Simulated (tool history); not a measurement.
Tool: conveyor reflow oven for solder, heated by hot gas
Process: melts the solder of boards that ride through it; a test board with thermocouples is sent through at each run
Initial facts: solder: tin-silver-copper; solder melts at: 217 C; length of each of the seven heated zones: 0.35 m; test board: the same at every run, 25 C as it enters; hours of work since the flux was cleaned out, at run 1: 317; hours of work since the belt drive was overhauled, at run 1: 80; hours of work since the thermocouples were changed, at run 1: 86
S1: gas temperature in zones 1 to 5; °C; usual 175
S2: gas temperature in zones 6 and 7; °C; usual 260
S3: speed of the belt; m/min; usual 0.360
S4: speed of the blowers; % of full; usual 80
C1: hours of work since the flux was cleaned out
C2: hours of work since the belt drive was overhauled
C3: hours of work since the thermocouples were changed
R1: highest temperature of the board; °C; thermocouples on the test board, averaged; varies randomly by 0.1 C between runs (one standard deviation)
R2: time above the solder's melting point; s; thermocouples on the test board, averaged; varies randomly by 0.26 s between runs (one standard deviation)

| run | hour | S1 | S2 | S3 | S4 | C1 | C2 | C3 | R1 | R2 |
|---|---|---|---|---|---|---|---|---|---|---|
| 1 | 0.0 | 175 | 260 | 0.360 | 80 | 317 | 80 | 86 | 251.4 | 90.4 |
| 2 | 16.0 | 175 | 272 | 0.360 | 80 | 327 | 91 | 96 | 262.7 | 100.3 |
| 3 | 31.6 | 175 | 260 | 0.360 | 80 | 338 | 101 | 107 | 251.2 | 90.8 |
|  | 46.0 | flux residue cleaned out of gas plates and filters |
| 4 | 46.5 | 175 | 260 | 0.360 | 80 | 0 | 108 | 113 | 252.0 | 91.7 |
| 5 | 63.6 | 175 | 260 | 0.360 | 80 | 12 | 119 | 125 | 252.0 | 92.0 |
| 6 | 79.4 | 175 | 260 | 0.357 | 80 | 22 | 129 | 135 | 252.0 | 93.4 |
| 7 | 97.9 | 175 | 260 | 0.357 | 80 | 34 | 142 | 147 | 251.9 | 93.4 |
| 8 | 108.2 | 175 | 260 | 0.357 | 80 | 41 | 148 | 154 | 252.0 | 93.2 |
| 9 | 123.2 | 175 | 260 | 0.360 | 85 | 51 | 158 | 164 | 252.1 | 92.4 |
| 10 | 132.5 | 175 | 260 | 0.360 | 85 | 57 | 165 | 170 | 252.0 | 92.9 |
| 11 | 146.4 | 175 | 260 | 0.360 | 52 | 66 | 174 | 179 | 248.4 | 86.0 |
| 12 | 157.5 | 170 | 252 | 0.400 | 67 | 74 | 181 | 187 | 239.8 | 65.0 |
| 13 | 168.9 | 170 | 252 | 0.400 | 67 | 81 | 189 | 194 | 240.0 | 64.8 |
| 14 | 186.0 | 172 | 267 | 0.406 | 67 | 93 | 200 | 206 | 253.3 | 79.0 |
| 15 | 204.8 | 188 | 269 | 0.406 | 67 | 105 | 212 | 218 | 257.3 | 91.0 |

Alternative continuations, all from the tool just after run 15; predict every row:
| A | 218.4 | 175 | 252 | 0.394 | 80 | 114 | 221 | 227 | ? | ? |
| B | 218.4 | 177 | 265 | 0.406 | 67 | 114 | 221 | 227 | ? | ? |
| C | 218.4 | 186 | 260 | 0.317 | 72 | 114 | 221 | 227 | ? | ? |

| run | R1 | R2 |
|---|---|---|
| A | 242.1 | 72.8 |
| B | 252.1 | 80.5 |
| C | 254.2 | 115.2 |
Had the tool no hidden state, the same runs would have come out as:
| run | R1 | R2 |
|---|---|---|
| A | 242.7 | 73.3 |
| B | 252.8 | 80.6 |
| C | 254.8 | 115.1 |
